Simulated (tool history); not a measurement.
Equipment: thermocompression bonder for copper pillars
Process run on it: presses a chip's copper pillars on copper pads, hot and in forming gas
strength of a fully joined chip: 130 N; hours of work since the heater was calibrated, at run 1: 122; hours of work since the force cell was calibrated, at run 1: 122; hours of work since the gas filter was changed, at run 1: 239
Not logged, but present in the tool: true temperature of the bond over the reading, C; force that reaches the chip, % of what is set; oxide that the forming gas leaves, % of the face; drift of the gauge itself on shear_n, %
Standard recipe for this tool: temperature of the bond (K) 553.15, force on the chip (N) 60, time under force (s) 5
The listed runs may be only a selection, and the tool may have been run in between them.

run,day,temperature of the bond (K),force on the chip (N),time under force (s),hours of work since the heater was calibrated,hours of work since the force cell was calibrated,hours of work since the gas filter was changed,force that shears a chip off (N)
1,0,553.15,60,5,122,122,239,59.3
2,2.35,553.15,60,5,166,166,284,58.8
3,4.05,553.15,60,5,198,198,316,57.4
4,6.008,553.15,60,5,235,235,352,56.7
5,8.604,553.15,60,5,284,284,401,57.4
# day 9.825: forming gas filter changed
6,11.167,553.15,60,5,332,332,25,58.1
7,13.796,553.15,60,5,381,381,75,58.4
8,16.238,553.15,60,5,427,427,121,57
9,18.796,553.15,60,5,475,475,169,55.3
10,21.329,553.15,60,12,523,523,216,73.5
11,23.9,553.15,57,12,571,571,265,70.2
12,25.833,566.15,60,5,608,608,301,65.5
13,27.938,553.15,60,5,647,647,341,54.1
14,29.758,553.15,60,5,681,681,375,54.4
# day 31.162: force cell calibrated
15,31.767,553.15,60,5,718,11,412,54.9
# day 32.446: forming gas filter changed
# day 32.771: heater calibrated with a thermocouple chip
16,33.925,553.15,72,5,22,50,26,73.6
17,35.208,553.15,60,5,46,74,50,62.3
18,36.575,553.15,72,5,72,100,76,72.1
19,38.179,553.15,72,5,102,130,106,74.4
20,39.65,553.15,72,5,129,158,134,71

The next listed run, before its measurement:
21,41.121,553.15,72,12,157,185,162,?

Logged for run 21: force that shears a chip off (N) 91.6.
On a tool with no hidden condition, and with the same random variation, this run would have come out at force that shears a chip off (N) 96.1.

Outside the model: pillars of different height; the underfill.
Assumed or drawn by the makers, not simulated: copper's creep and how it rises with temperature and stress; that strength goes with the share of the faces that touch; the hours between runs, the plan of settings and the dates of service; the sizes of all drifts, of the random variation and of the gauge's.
